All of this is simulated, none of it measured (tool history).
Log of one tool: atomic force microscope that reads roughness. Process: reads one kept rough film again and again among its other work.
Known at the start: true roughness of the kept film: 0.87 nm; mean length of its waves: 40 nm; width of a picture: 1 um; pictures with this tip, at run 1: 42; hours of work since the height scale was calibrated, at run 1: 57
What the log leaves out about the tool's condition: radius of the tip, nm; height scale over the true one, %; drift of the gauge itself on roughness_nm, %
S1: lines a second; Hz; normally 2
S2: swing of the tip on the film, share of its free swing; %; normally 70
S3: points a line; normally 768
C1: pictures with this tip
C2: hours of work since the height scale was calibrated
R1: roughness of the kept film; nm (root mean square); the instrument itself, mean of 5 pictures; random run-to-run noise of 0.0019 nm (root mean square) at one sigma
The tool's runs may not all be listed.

run	hour	S1	S2	S3	C1	C2	R1
1	0	2	70	768	42	57	0.753
2	5.6	2	70	768	49	59	0.751
3	13.6	2	70	768	59	62	0.749
4	21	2	70	768	68	65	0.745
5	27.8	2	70	300	77	68	0.74
6	33.2	2	70	768	83	70	0.744
7	38	2	70	488	89	72	0.741
# hour 40.2: new tip fitted
8	45	2	70	768	6	75	0.758
9	52	2	70	768	15	78	0.758
10	61.4	2.22	70	768	26	82	0.745
# hour 63.2: height scale calibrated on a step standard
11	68.7	1.05	70	768	34	2	0.796
12	76.3	3.01	80	812	43	5	0.643
13	82	2.58	62	812	51	8	0.767
14	91	1.78	59	405	62	11	0.794
15	94.9	0.67	70	311	66	13	0.803
# hour 98.3: height scale calibrated on a step standard, once more
16	102.3	0.66	77	691	74	2	0.788
17	108	0.66	77	691	81	4	0.784
18	113.6	0.66	72	325	88	6	0.787
# hour 115.8: new tip fitted
19	121.1	0.53	70	367	6	9	0.818
20	129.7	2.64	62	367	17	13	0.77
21	137.9	0.78	65	302	27	16	0.814

What differs in the tool's unlogged condition from the final listed run ahead of each entry between runs to the first listed run following it?
In the gap between runs 7 and 8: new tip fitted (hour 40.2)
  radius of the tip, nm: 23.6 -> 12.4; height scale over the true one, %: 0.29 -> 0.3
  measured result minus the result with no hidden state, R1: -0.019 -> -0.002 nm (root mean square)
In the gap between runs 10 and 11: height scale calibrated on a step standard (hour 63.2)
  radius of the tip, nm: 15.4 -> 16.5; height scale over the true one, %: 0.31 -> 0.5
  measured result minus the result with no hidden state, R1: -0.006 -> -0.007 nm (root mean square)
In the gap between runs 15 and 16: height scale calibrated on a step standard, once more (hour 98.3)
  radius of the tip, nm: 21 -> 22.1; height scale over the true one, %: 0.53 -> -0.04
  measured result minus the result with no hidden state, R1: -0.014 -> -0.02 nm (root mean square)
In the gap between runs 18 and 19: new tip fitted (hour 115.8)
  radius of the tip, nm: 24.1 -> 11.8; height scale over the true one, %: -0.03 -> -0.02
  measured result minus the result with no hidden state, R1: -0.024 -> -0.003 nm (root mean square)
